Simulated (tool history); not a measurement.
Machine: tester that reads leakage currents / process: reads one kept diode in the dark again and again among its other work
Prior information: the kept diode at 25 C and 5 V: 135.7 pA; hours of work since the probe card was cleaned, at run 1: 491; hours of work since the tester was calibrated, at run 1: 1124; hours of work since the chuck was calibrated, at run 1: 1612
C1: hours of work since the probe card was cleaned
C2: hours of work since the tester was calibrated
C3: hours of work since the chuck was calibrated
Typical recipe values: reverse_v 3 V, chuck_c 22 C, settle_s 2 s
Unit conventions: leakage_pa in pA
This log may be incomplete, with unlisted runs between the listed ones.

run 1 day=0 | reverse_v=3 chuck_c=22 settle_s=2 | C1=491 C2=1124 C3=1612 | leakage_pa=81.75
run 2 day=0.833 | reverse_v=3 chuck_c=22 settle_s=2 | C1=502 C2=1135 C3=1622 | leakage_pa=81.18
run 3 day=1.412 | reverse_v=3 chuck_c=22 settle_s=2 | C1=509 C2=1143 C3=1630 | leakage_pa=81.52
run 4 day=2.304 | reverse_v=3 chuck_c=22 settle_s=2 | C1=521 C2=1154 C3=1641 | leakage_pa=81.24
run 5 day=3.121 | reverse_v=3 chuck_c=23 settle_s=2 | C1=532 C2=1165 C3=1652 | leakage_pa=88.59
run 6 day=4.383 | reverse_v=8.28 chuck_c=22 settle_s=2 | C1=548 C2=1181 C3=1668 | leakage_pa=138.1
run 7 day=5.071 | reverse_v=3 chuck_c=22 settle_s=2 | C1=557 C2=1190 C3=1677 | leakage_pa=81.49
run 8 day=5.775 | reverse_v=3 chuck_c=22 settle_s=2 | C1=566 C2=1199 C3=1686 | leakage_pa=81.5
run 9 day=7.15 | reverse_v=1.44 chuck_c=22 settle_s=2 | C1=584 C2=1217 C3=1704 | leakage_pa=55.57
run 10 day=7.883 | reverse_v=1.44 chuck_c=22 settle_s=2 | C1=593 C2=1227 C3=1714 | leakage_pa=55.57
run 11 day=9.2 | reverse_v=9.97 chuck_c=22 settle_s=2 | C1=610 C2=1244 C3=1731 | leakage_pa=153.08
run 12 day=10.229 | reverse_v=9.97 chuck_c=22 settle_s=2 | C1=624 C2=1257 C3=1744 | leakage_pa=153.77
run 13 day=11.167 | reverse_v=9.97 chuck_c=22 settle_s=8.61 | C1=636 C2=1269 C3=1756 | leakage_pa=152.69
run 14 day=12.346 | reverse_v=9.97 chuck_c=22 settle_s=8.61 | C1=651 C2=1284 C3=1771 | leakage_pa=154.22
run 15 day=13.204 | reverse_v=9.97 chuck_c=22 settle_s=8.61 | C1=662 C2=1295 C3=1782 | leakage_pa=153.97
run 16 day=14.412 | reverse_v=9.97 chuck_c=22 settle_s=8.61 | C1=678 C2=1311 C3=1798 | leakage_pa=153.46
run 17 day=15.129 | reverse_v=3 chuck_c=22 settle_s=2 | C1=687 C2=1320 C3=1807 | leakage_pa=81.42
run 18 day=16.167 | reverse_v=3 chuck_c=22 settle_s=2 | C1=701 C2=1334 C3=1821 | leakage_pa=81.91
run 19 day=17.271 | reverse_v=11.57 chuck_c=50 settle_s=2.99 | C1=715 C2=1348 C3=1835 | leakage_pa=1390.89
run 20 day=18.292 | reverse_v=11.57 chuck_c=25 settle_s=0.32 | C1=728 C2=1361 C3=1848 | leakage_pa=216.54
run 21 day=18.971 | reverse_v=1.73 chuck_c=25 settle_s=0.32 | C1=737 C2=1370 C3=1857 | leakage_pa=78.91
run 22 day=19.95 | reverse_v=1.73 chuck_c=25 settle_s=0.32 | C1=749 C2=1383 C3=1870 | leakage_pa=79.18
-- day=20.1 tester calibrated
run 23 day=20.662 | reverse_v=3 chuck_c=32 settle_s=0.98 | C1=758 C2=7 C3=1878 | leakage_pa=182.04
run 24 day=21.671 | reverse_v=3 chuck_c=32 settle_s=0.98 | C1=771 C2=20 C3=1891 | leakage_pa=182.09
run 25 day=23.012 | reverse_v=3 chuck_c=41 settle_s=2 | C1=788 C2=38 C3=1908 | leakage_pa=361.61
run 26 day=24.333 | reverse_v=3 chuck_c=41 settle_s=2 | C1=805 C2=55 C3=1925 | leakage_pa=360.45
run 27 day=25.121 | reverse_v=3 chuck_c=41 settle_s=2 | C1=815 C2=65 C3=1936 | leakage_pa=359.05
run 28 day=25.875 | reverse_v=3 chuck_c=22 settle_s=6.8 | C1=825 C2=75 C3=1945 | leakage_pa=80.5
-- day=26.875 tester calibrated, once more
run 29 day=27.138 | reverse_v=3 chuck_c=48 settle_s=2 | C1=840 C2=3 C3=1961 | leakage_pa=602.29
run 30 day=28.058 | reverse_v=14.97 chuck_c=25 settle_s=2 | C1=852 C2=15 C3=1973 | leakage_pa=244.52
run 31 day=28.712 | reverse_v=14.97 chuck_c=25 settle_s=2 | C1=861 C2=24 C3=1981 | leakage_pa=245.1
run 32 day=29.567 | reverse_v=14.97 chuck_c=25 settle_s=2 | C1=872 C2=35 C3=1992 | leakage_pa=243.42
run 33 day=30.65 | reverse_v=14.97 chuck_c=25 settle_s=2 | C1=886 C2=49 C3=2006 | leakage_pa=245.2
run 34 day=31.462 | reverse_v=13.36 chuck_c=48 settle_s=0.62 | C1=896 C2=59 C3=2017 | leakage_pa=1297.79
run 35 day=32.096 | reverse_v=13.36 chuck_c=51 settle_s=0.62 | C1=905 C2=68 C3=2025 | leakage_pa=1609.52

What if the next run were any one of these 3? Each begins from the tool's condition after run 35:
run A day=33.312 | reverse_v=9.12 chuck_c=22 settle_s=3.45 | C1=920 C2=83 C3=2041 | leakage_pa=?
run B day=33.312 | reverse_v=3 chuck_c=22 settle_s=9.19 | C1=920 C2=83 C3=2041 | leakage_pa=?
run C day=33.312 | reverse_v=13.36 chuck_c=51 settle_s=0.62 | C1=920 C2=83 C3=2041 | leakage_pa=?

run=A leakage_pa=147.38
run=B leakage_pa=81.83
run=C leakage_pa=1610.78
Stripped of hidden state, with their random variation kept, the same runs would have yielded:
run=A leakage_pa=143.59
run=B leakage_pa=81.39
run=C leakage_pa=1632.41

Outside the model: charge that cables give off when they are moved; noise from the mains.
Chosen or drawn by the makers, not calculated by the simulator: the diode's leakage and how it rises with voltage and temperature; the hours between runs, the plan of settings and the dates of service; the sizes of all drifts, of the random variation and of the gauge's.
